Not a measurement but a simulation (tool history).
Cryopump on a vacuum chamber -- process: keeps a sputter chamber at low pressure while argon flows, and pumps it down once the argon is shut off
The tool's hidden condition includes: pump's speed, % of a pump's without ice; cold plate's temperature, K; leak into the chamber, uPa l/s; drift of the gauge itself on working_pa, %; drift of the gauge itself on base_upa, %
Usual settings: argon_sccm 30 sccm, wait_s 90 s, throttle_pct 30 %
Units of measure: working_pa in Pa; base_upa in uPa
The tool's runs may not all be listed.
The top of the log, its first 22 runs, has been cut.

| run | day | argon_sccm | wait_s | throttle_pct | hours of work since the pump was warmed up and emptied | hours of work since the cold head was overhauled | hours of work since the chamber's fittings were tightened | working_pa | base_upa |
|---|---|---|---|---|---|---|---|---|---|
| 23 | 26.242 | 30 | 30 | 18 | 383 | 811 | 57 | 0.1925 | 2.97 |
| 24 | 27.417 | 30 | 30 | 18 | 398 | 825 | 71 | 0.1902 | 2.96 |
| 25 | 28.15 | 30 | 30 | 18 | 407 | 834 | 80 | 0.1913 | 3.06 |
|  | 28.95 | pump warmed up, emptied and cooled again |
| 26 | 29.562 | 30 | 55 | 30 | 8 | 849 | 95 | 0.11 | 1.74 |
| 27 | 31.038 | 30 | 55 | 30 | 26 | 867 | 113 | 0.1113 | 1.79 |
| 28 | 31.967 | 19 | 55 | 38 | 37 | 878 | 124 | 0.0564 | 1.78 |
| 29 | 33.479 | 25 | 133 | 54 | 56 | 897 | 143 | 0.0513 | 0.98 |
| 30 | 35.067 | 25 | 133 | 54 | 75 | 916 | 162 | 0.0516 | 0.97 |
| 31 | 36.354 | 25 | 133 | 54 | 91 | 932 | 178 | 0.0519 | 1.01 |
| 32 | 37.879 | 25 | 133 | 54 | 109 | 951 | 197 | 0.053 | 1.02 |
| 33 | 39.492 | 47 | 133 | 54 | 129 | 971 | 217 | 0.0993 | 1.04 |

What if the next run were any one of these 3? Each begins from the tool's condition after run 33:
| A | 40.6 | 30 | 136 | 30 | 143 | 984 | 230 | ? | ? |
| B | 40.6 | 28 | 133 | 54 | 143 | 984 | 230 | ? | ? |
| C | 40.6 | 44 | 133 | 54 | 143 | 984 | 230 | ? | ? |

| run | working_pa | base_upa |
|---|---|---|
| A | 0.1128 | 1.08 |
| B | 0.0599 | 1.06 |
| C | 0.0943 | 1.06 |
Stripped of hidden state, with their random variation kept, the same runs would have yielded:
| run | working_pa | base_upa |
|---|---|---|
| A | 0.1102 | 0.82 |
| B | 0.0575 | 0.8 |
| C | 0.0905 | 0.8 |
